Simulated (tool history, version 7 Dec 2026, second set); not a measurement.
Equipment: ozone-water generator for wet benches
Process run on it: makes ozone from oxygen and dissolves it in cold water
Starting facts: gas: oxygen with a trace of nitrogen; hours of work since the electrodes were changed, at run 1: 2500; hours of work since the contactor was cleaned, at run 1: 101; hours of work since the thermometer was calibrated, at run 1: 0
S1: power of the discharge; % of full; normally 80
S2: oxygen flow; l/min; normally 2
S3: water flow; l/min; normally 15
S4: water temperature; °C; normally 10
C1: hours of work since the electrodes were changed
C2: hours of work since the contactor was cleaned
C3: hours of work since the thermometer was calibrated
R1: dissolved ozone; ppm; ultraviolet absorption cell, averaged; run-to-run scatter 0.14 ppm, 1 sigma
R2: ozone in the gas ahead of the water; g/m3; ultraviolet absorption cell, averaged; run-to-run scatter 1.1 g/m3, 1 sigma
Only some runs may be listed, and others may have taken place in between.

{"run": 1, "day": 0.0, "S1": 80, "S2": 2, "S3": 15, "S4": 10, "C1": 2500, "C2": 101, "C3": 0, "R1": 14.8, "R2": 176}
{"run": 2, "day": 3.992, "S1": 79, "S2": 2, "S3": 15, "S4": 10, "C1": 2568, "C2": 169, "C3": 68, "R1": 14.7, "R2": 175.6}
{"run": 3, "day": 7.767, "S1": 71, "S2": 2, "S3": 15, "S4": 10, "C1": 2632, "C2": 232, "C3": 131, "R1": 13.3, "R2": 159.8}
{"run": 4, "day": 10.721, "S1": 80, "S2": 2, "S3": 19, "S4": 10, "C1": 2682, "C2": 282, "C3": 181, "R1": 11.7, "R2": 176.3}
{"run": 5, "day": 14.95, "S1": 80, "S2": 2, "S3": 19, "S4": 10, "C1": 2753, "C2": 354, "C3": 253, "R1": 11.7, "R2": 175.5}
{"run": 6, "day": 18.542, "S1": 80, "S2": 2, "S3": 19, "S4": 10, "C1": 2814, "C2": 415, "C3": 314, "R1": 11.5, "R2": 173.3}
{"run": 7, "day": 22.654, "S1": 80, "S2": 2, "S3": 19, "S4": 10, "C1": 2884, "C2": 484, "C3": 383, "R1": 11.6, "R2": 172.2}
{"run": 8, "day": 26.583, "S1": 80, "S2": 1.45, "S3": 15, "S4": 10, "C1": 2950, "C2": 551, "C3": 450, "R1": 12.7, "R2": 195.1}
{"run": 9, "day": 29.379, "S1": 80, "S2": 2, "S3": 20, "S4": 10, "C1": 2997, "C2": 598, "C3": 497, "R1": 10.9, "R2": 171.7}
{"run": 10, "day": 33.617, "S1": 80, "S2": 2, "S3": 15, "S4": 10, "C1": 3069, "C2": 670, "C3": 569, "R1": 14.3, "R2": 169.8}
{"run": 11, "day": 37.392, "S1": 80, "S2": 2, "S3": 15, "S4": 10, "C1": 3133, "C2": 734, "C3": 633, "R1": 14.3, "R2": 171.5}
{"run": 12, "day": 39.954, "S1": 80, "S2": 2, "S3": 15, "S4": 10, "C1": 3176, "C2": 777, "C3": 676, "R1": 14.2, "R2": 171.8}
{"run": 13, "day": 42.3, "S1": 80, "S2": 2, "S3": 15, "S4": 10, "C1": 3216, "C2": 817, "C3": 716, "R1": 14.1, "R2": 171.8}
{"run": 14, "day": 46.075, "S1": 80, "S2": 2, "S3": 15, "S4": 10, "C1": 3280, "C2": 881, "C3": 779, "R1": 14.2, "R2": 171}
{"run": 15, "day": 48.621, "S1": 80, "S2": 2, "S3": 15, "S4": 10, "C1": 3323, "C2": 924, "C3": 823, "R1": 14.1, "R2": 168.7}
{"run": 16, "day": 51.662, "S1": 80, "S2": 2, "S3": 15, "S4": 10, "C1": 3374, "C2": 975, "C3": 874, "R1": 14.2, "R2": 168.8}
{"run": 17, "day": 56.267, "S1": 80, "S2": 2, "S3": 15, "S4": 10, "C1": 3452, "C2": 1053, "C3": 952, "R1": 14.1, "R2": 167.8}
{"run": 18, "day": 59.188, "S1": 74, "S2": 2.49, "S3": 10, "S4": 16, "C1": 3502, "C2": 1102, "C3": 1001, "R1": 18.3, "R2": 146.3}
{"run": 19, "day": 61.725, "S1": 47, "S2": 1.01, "S3": 10, "S4": 16, "C1": 3545, "C2": 1145, "C3": 1044, "R1": 9.5, "R2": 140.1}
{"run": 20, "day": 63.967, "S1": 60, "S2": 1.08, "S3": 14, "S4": 9, "C1": 3583, "C2": 1183, "C3": 1082, "R1": 9, "R2": 167.1}
{"run": 21, "day": 67.925, "S1": 60, "S2": 1.08, "S3": 14, "S4": 9, "C1": 3650, "C2": 1250, "C3": 1149, "R1": 9, "R2": 166.6}
{"run": 22, "day": 71.312, "S1": 60, "S2": 3.58, "S3": 14, "S4": 14, "C1": 3707, "C2": 1307, "C3": 1206, "R1": 13.4, "R2": 106.6}
{"run": 23, "day": 74.588, "S1": 80, "S2": 1.15, "S3": 15, "S4": 16, "C1": 3762, "C2": 1363, "C3": 1262, "R1": 10.3, "R2": 205.7}
{"run": 24, "day": 77.442, "S1": 75, "S2": 3.59, "S3": 15, "S4": 7, "C1": 3810, "C2": 1411, "C3": 1310, "R1": 16.5, "R2": 126.8}
{"run": 25, "day": 79.992, "S1": 75, "S2": 3.59, "S3": 15, "S4": 7, "C1": 3854, "C2": 1454, "C3": 1353, "R1": 16, "R2": 126.1}
{"run": 26, "day": 84.688, "S1": 75, "S2": 1.41, "S3": 10, "S4": 7, "C1": 3933, "C2": 1534, "C3": 1433, "R1": 16.9, "R2": 178.1}
{"run": 27, "day": 88.342, "S1": 72, "S2": 1.23, "S3": 10, "S4": 9, "C1": 3995, "C2": 1596, "C3": 1494, "R1": 14.8, "R2": 178.3}
{"run": 28, "day": 91.171, "S1": 62, "S2": 1.23, "S3": 21, "S4": 9, "C1": 4043, "C2": 1643, "C3": 1542, "R1": 6.3, "R2": 159.7}
{"run": 29, "day": 95.054, "S1": 80, "S2": 2, "S3": 17, "S4": 10, "C1": 4108, "C2": 1709, "C3": 1608, "R1": 12.1, "R2": 161.6}
{"run": 30, "day": 97.146, "S1": 45, "S2": 2, "S3": 13, "S4": 6, "C1": 4144, "C2": 1745, "C3": 1643, "R1": 10, "R2": 103.6}
{"run": 31, "day": 101.879, "S1": 91, "S2": 3.39, "S3": 20, "S4": 7, "C1": 4224, "C2": 1825, "C3": 1724, "R1": 14.1, "R2": 146.6}

Predict each of these 3 candidate next runs independently; none follows another, all start after run 31:
{"run": "A", "day": 105.979, "S1": 91, "S2": 3.39, "S3": 13, "S4": 14, "C1": 4293, "C2": 1894, "C3": 1793, "R1": "?", "R2": "?"}
{"run": "B", "day": 105.979, "S1": 80, "S2": 2, "S3": 17, "S4": 12, "C1": 4293, "C2": 1894, "C3": 1793, "R1": "?", "R2": "?"}
{"run": "C", "day": 105.979, "S1": 61, "S2": 1.31, "S3": 15, "S4": 8, "C1": 4293, "C2": 1894, "C3": 1793, "R1": "?", "R2": "?"}

run=A R1=18.9 R2=147.2
run=B R1=11.5 R2=162.8
run=C R1=9 R2=150.7
The same runs, with their run-to-run variation unchanged, on a tool lacking any hidden condition would have given:
run=A R1=24.2 R2=186.2
run=B R1=14.6 R2=201.7
run=C R1=10.8 R2=178.8

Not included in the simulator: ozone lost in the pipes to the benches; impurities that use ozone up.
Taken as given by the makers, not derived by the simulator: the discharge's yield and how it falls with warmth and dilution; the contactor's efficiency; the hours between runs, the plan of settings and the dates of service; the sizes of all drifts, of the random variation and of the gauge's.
